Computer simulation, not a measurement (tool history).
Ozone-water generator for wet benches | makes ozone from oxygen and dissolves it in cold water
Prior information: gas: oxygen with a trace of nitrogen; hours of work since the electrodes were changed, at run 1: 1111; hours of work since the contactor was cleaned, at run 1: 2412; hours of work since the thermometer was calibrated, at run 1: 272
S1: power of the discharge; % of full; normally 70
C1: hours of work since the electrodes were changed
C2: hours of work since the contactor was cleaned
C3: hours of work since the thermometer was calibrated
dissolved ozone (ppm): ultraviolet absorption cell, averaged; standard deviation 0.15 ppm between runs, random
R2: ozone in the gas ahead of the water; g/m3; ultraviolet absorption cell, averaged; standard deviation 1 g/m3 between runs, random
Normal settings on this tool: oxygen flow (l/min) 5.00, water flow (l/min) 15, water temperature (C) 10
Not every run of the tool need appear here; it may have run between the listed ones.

{"run": 1, "hour": 0.0, "S1": 70, "oxygen flow (l/min)": 5.0, "water flow (l/min)": 15, "water temperature (C)": 10, "C1": 1111, "C2": 2412, "C3": 272, "dissolved ozone (ppm)": 18.6, "R2": 173.1}
{"run": 2, "hour": 31.0, "S1": 70, "oxygen flow (l/min)": 5.0, "water flow (l/min)": 15, "water temperature (C)": 10, "C1": 1130, "C2": 2431, "C3": 291, "dissolved ozone (ppm)": 18.1, "R2": 173.5}
{"run": 3, "hour": 94.6, "S1": 70, "oxygen flow (l/min)": 5.0, "water flow (l/min)": 13, "water temperature (C)": 10, "C1": 1169, "C2": 2470, "C3": 330, "dissolved ozone (ppm)": 20.8, "R2": 171.9}
{"run": 4, "hour": 141.9, "S1": 70, "oxygen flow (l/min)": 5.0, "water flow (l/min)": 13, "water temperature (C)": 10, "C1": 1198, "C2": 2499, "C3": 359, "dissolved ozone (ppm)": 21.0, "R2": 172.5}
{"run": 5, "hour": 200.1, "S1": 70, "oxygen flow (l/min)": 5.0, "water flow (l/min)": 15, "water temperature (C)": 10, "C1": 1234, "C2": 2535, "C3": 395, "dissolved ozone (ppm)": 18.1, "R2": 172.2}
{"run": 6, "hour": 273.7, "S1": 70, "oxygen flow (l/min)": 5.0, "water flow (l/min)": 15, "water temperature (C)": 10, "C1": 1279, "C2": 2580, "C3": 440, "dissolved ozone (ppm)": 18.2, "R2": 173.8}
{"run": 7, "hour": 348.8, "S1": 70, "oxygen flow (l/min)": 5.0, "water flow (l/min)": 15, "water temperature (C)": 10, "C1": 1326, "C2": 2626, "C3": 486, "dissolved ozone (ppm)": 17.6, "R2": 173.6}
{"run": 8, "hour": 379.5, "S1": 70, "oxygen flow (l/min)": 5.0, "water flow (l/min)": 15, "water temperature (C)": 10, "C1": 1344, "C2": 2645, "C3": 505, "dissolved ozone (ppm)": 18.2, "R2": 172.0}
{"run": 9, "hour": 438.4, "S1": 70, "oxygen flow (l/min)": 5.0, "water flow (l/min)": 21, "water temperature (C)": 10, "C1": 1381, "C2": 2681, "C3": 542, "dissolved ozone (ppm)": 12.4, "R2": 172.0}
{"run": 10, "hour": 492.8, "S1": 70, "oxygen flow (l/min)": 5.0, "water flow (l/min)": 21, "water temperature (C)": 10, "C1": 1414, "C2": 2715, "C3": 575, "dissolved ozone (ppm)": 12.6, "R2": 174.1}
{"run": 11, "hour": 531.3, "S1": 70, "oxygen flow (l/min)": 5.0, "water flow (l/min)": 21, "water temperature (C)": 6, "C1": 1438, "C2": 2739, "C3": 599, "dissolved ozone (ppm)": 13.0, "R2": 171.8}
{"run": 12, "hour": 574.6, "S1": 70, "oxygen flow (l/min)": 5.0, "water flow (l/min)": 24, "water temperature (C)": 10, "C1": 1464, "C2": 2765, "C3": 625, "dissolved ozone (ppm)": 10.8, "R2": 171.5}
{"run": 13, "hour": 646.2, "S1": 70, "oxygen flow (l/min)": 5.0, "water flow (l/min)": 24, "water temperature (C)": 10, "C1": 1508, "C2": 2809, "C3": 669, "dissolved ozone (ppm)": 10.6, "R2": 174.5}
{"run": 14, "hour": 709.6, "S1": 70, "oxygen flow (l/min)": 5.0, "water flow (l/min)": 24, "water temperature (C)": 10, "C1": 1547, "C2": 2848, "C3": 708, "dissolved ozone (ppm)": 10.7, "R2": 171.1}
{"run": 15, "hour": 783.6, "S1": 70, "oxygen flow (l/min)": 5.0, "water flow (l/min)": 24, "water temperature (C)": 10, "C1": 1593, "C2": 2894, "C3": 754, "dissolved ozone (ppm)": 10.6, "R2": 172.7}
{"run": 16, "hour": 838.9, "S1": 70, "oxygen flow (l/min)": 3.5, "water flow (l/min)": 15, "water temperature (C)": 10, "C1": 1627, "C2": 2928, "C3": 788, "dissolved ozone (ppm)": 17.6, "R2": 210.4}
{"run": 17, "hour": 894.2, "S1": 70, "oxygen flow (l/min)": 3.5, "water flow (l/min)": 15, "water temperature (C)": 10, "C1": 1661, "C2": 2962, "C3": 822, "dissolved ozone (ppm)": 17.5, "R2": 211.2}
{"hour": 898.0, "done": "water thermometer calibrated"}
{"run": 18, "hour": 962.5, "S1": 70, "oxygen flow (l/min)": 7.32, "water flow (l/min)": 15, "water temperature (C)": 15, "C1": 1703, "C2": 3003, "C3": 40, "dissolved ozone (ppm)": 15.6, "R2": 138.9}
{"run": 19, "hour": 1024.3, "S1": 71, "oxygen flow (l/min)": 3.17, "water flow (l/min)": 18, "water temperature (C)": 9, "C1": 1741, "C2": 3041, "C3": 78, "dissolved ozone (ppm)": 14.5, "R2": 222.8}
{"run": 20, "hour": 1097.8, "S1": 96, "oxygen flow (l/min)": 5.0, "water flow (l/min)": 20, "water temperature (C)": 6, "C1": 1786, "C2": 3087, "C3": 123, "dissolved ozone (ppm)": 16.8, "R2": 210.6}
{"run": 21, "hour": 1147.8, "S1": 96, "oxygen flow (l/min)": 5.0, "water flow (l/min)": 17, "water temperature (C)": 10, "C1": 1817, "C2": 3117, "C3": 154, "dissolved ozone (ppm)": 19.1, "R2": 212.2}
{"run": 22, "hour": 1199.5, "S1": 63, "oxygen flow (l/min)": 4.83, "water flow (l/min)": 12, "water temperature (C)": 10, "C1": 1849, "C2": 3149, "C3": 185, "dissolved ozone (ppm)": 20.7, "R2": 160.7}
{"run": 23, "hour": 1262.1, "S1": 70, "oxygen flow (l/min)": 5.0, "water flow (l/min)": 15, "water temperature (C)": 6, "C1": 1887, "C2": 3188, "C3": 224, "dissolved ozone (ppm)": 18.6, "R2": 170.5}
{"run": 24, "hour": 1302.0, "S1": 70, "oxygen flow (l/min)": 5.0, "water flow (l/min)": 13, "water temperature (C)": 6, "C1": 1912, "C2": 3212, "C3": 249, "dissolved ozone (ppm)": 21.7, "R2": 171.1}
{"hour": 1338.1, "done": "water thermometer calibrated, once more"}
{"run": 25, "hour": 1354.6, "S1": 70, "oxygen flow (l/min)": 5.0, "water flow (l/min)": 13, "water temperature (C)": 6, "C1": 1944, "C2": 3244, "C3": 10, "dissolved ozone (ppm)": 22.0, "R2": 171.4}
{"run": 26, "hour": 1421.0, "S1": 79, "oxygen flow (l/min)": 7.21, "water flow (l/min)": 14, "water temperature (C)": 13, "C1": 1985, "C2": 3285, "C3": 51, "dissolved ozone (ppm)": 19.2, "R2": 150.2}
{"run": 27, "hour": 1461.0, "S1": 70, "oxygen flow (l/min)": 6.23, "water flow (l/min)": 15, "water temperature (C)": 10, "C1": 2009, "C2": 3310, "C3": 76, "dissolved ozone (ppm)": 17.5, "R2": 149.8}
{"run": 28, "hour": 1518.1, "S1": 82, "oxygen flow (l/min)": 7.19, "water flow (l/min)": 15, "water temperature (C)": 10, "C1": 2044, "C2": 3345, "C3": 111, "dissolved ozone (ppm)": 19.0, "R2": 153.2}
{"run": 29, "hour": 1554.5, "S1": 60, "oxygen flow (l/min)": 7.75, "water flow (l/min)": 11, "water temperature (C)": 8, "C1": 2067, "C2": 3367, "C3": 133, "dissolved ozone (ppm)": 21.2, "R2": 119.9}
{"run": 30, "hour": 1591.1, "S1": 65, "oxygen flow (l/min)": 5.0, "water flow (l/min)": 15, "water temperature (C)": 10, "C1": 2089, "C2": 3390, "C3": 156, "dissolved ozone (ppm)": 16.7, "R2": 160.9}
{"run": 31, "hour": 1626.3, "S1": 60, "oxygen flow (l/min)": 5.0, "water flow (l/min)": 23, "water temperature (C)": 18, "C1": 2111, "C2": 3412, "C3": 177, "dissolved ozone (ppm)": 8.7, "R2": 153.0}
{"run": 32, "hour": 1680.4, "S1": 60, "oxygen flow (l/min)": 5.0, "water flow (l/min)": 23, "water temperature (C)": 18, "C1": 2144, "C2": 3445, "C3": 211, "dissolved ozone (ppm)": 9.1, "R2": 152.5}
{"run": 33, "hour": 1748.7, "S1": 60, "oxygen flow (l/min)": 5.0, "water flow (l/min)": 23, "water temperature (C)": 18, "C1": 2186, "C2": 3487, "C3": 253, "dissolved ozone (ppm)": 8.9, "R2": 155.0}

Some steps in dissolved ozone (ppm) between neighbouring runs. How much of each would the tool show without its hidden state too (settings, what came in, random variation), and how much is left for the hidden state, with any gauge scatter that isn't in both results?
Unlogged tool condition in this case: yield of the discharge, % of new electrodes'; contactor's efficiency, % of a clean one's; true water temperature over the reading, C; drift of the gauge itself on ozone_ppm, %; drift of the gauge itself on gas_g_m3, %.
Run 8 -> 9: water flow (l/min) 15 -> 21. dissolved ozone (ppm) -5.8: hidden state +0.1, all else -5.9.
Run 15 -> 16: oxygen flow (l/min) 5.00 -> 3.50, water flow (l/min) 24 -> 15. dissolved ozone (ppm) +7.0: hidden state -0.3, all else +7.3.
Run 19 -> 20: S1 71 -> 96, oxygen flow (l/min) 3.17 -> 5.00, water flow (l/min) 18 -> 20, water temperature (C) 9 -> 6. dissolved ozone (ppm) +2.3: hidden state -0.3, all else +2.6.
Run 30 -> 31: S1 65 -> 60, water flow (l/min) 15 -> 23, water temperature (C) 10 -> 18. dissolved ozone (ppm) -8.0: hidden state +0.5, all else -8.5.
